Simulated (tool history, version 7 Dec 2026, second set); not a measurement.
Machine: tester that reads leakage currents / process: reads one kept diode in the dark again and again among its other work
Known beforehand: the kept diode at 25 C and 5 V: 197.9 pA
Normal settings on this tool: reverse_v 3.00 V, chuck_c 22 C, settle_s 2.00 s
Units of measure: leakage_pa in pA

run,hour,reverse_v,chuck_c,settle_s,leakage_pa
1,0.0,3.00,22,2.00,129.52
2,57.7,3.00,22,2.00,130.67
3,102.4,13.84,22,2.00,264.57
4,132.3,3.00,22,2.00,130.32
5,165.8,3.00,22,2.00,130.40
6,218.0,3.00,22,2.00,130.63
7,273.3,3.00,22,2.00,131.00
8,304.6,3.00,22,2.00,131.11
9,353.3,3.00,22,2.00,131.31
10,383.8,3.00,22,2.00,130.79
# hour 389.1: chuck's temperature calibrated
11,443.5,3.00,22,2.00,133.77
12,467.7,3.00,22,2.00,133.92
13,503.6,3.00,22,2.00,133.85
14,558.8,3.00,22,2.00,133.64
15,592.0,7.68,30,8.92,400.32
16,625.9,8.18,35,8.92,613.22
17,666.6,7.96,20,8.92,180.31
# hour 689.0: probe card cleaned and baked
18,714.0,7.96,20,8.92,168.80
# hour 732.2: chuck's temperature calibrated, once more
19,760.6,4.09,45,2.00,899.94
20,802.3,3.74,28,2.00,225.31
21,842.5,3.74,26,1.12,192.09
22,867.3,3.74,26,1.12,192.52
23,903.7,3.74,26,1.12,192.59
24,933.9,18.82,47,1.12,2059.57
25,975.2,2.09,26,0.36,149.32
26,1009.9,11.59,23,0.90,248.11
27,1052.7,3.39,54,1.30,1621.59

5 options for the next run, each taken on its own from the tool as it stands now. Forecast them:
A,1095.4,9.83,24,0.77,?
B,1095.4,1.54,54,2.04,?
C,1095.4,4.79,22,2.00,?
D,1095.4,13.67,46,1.06,?
E,1095.4,5.07,29,2.39,?

run,leakage_pa
A,251.10
B,1150.20
C,153.77
D,1677.12
E,286.17
With the hidden condition removed and each run's random variation left untouched, the same runs would have given:
run,leakage_pa
A,245.02
B,1130.38
C,150.17
D,1645.88
E,280.13
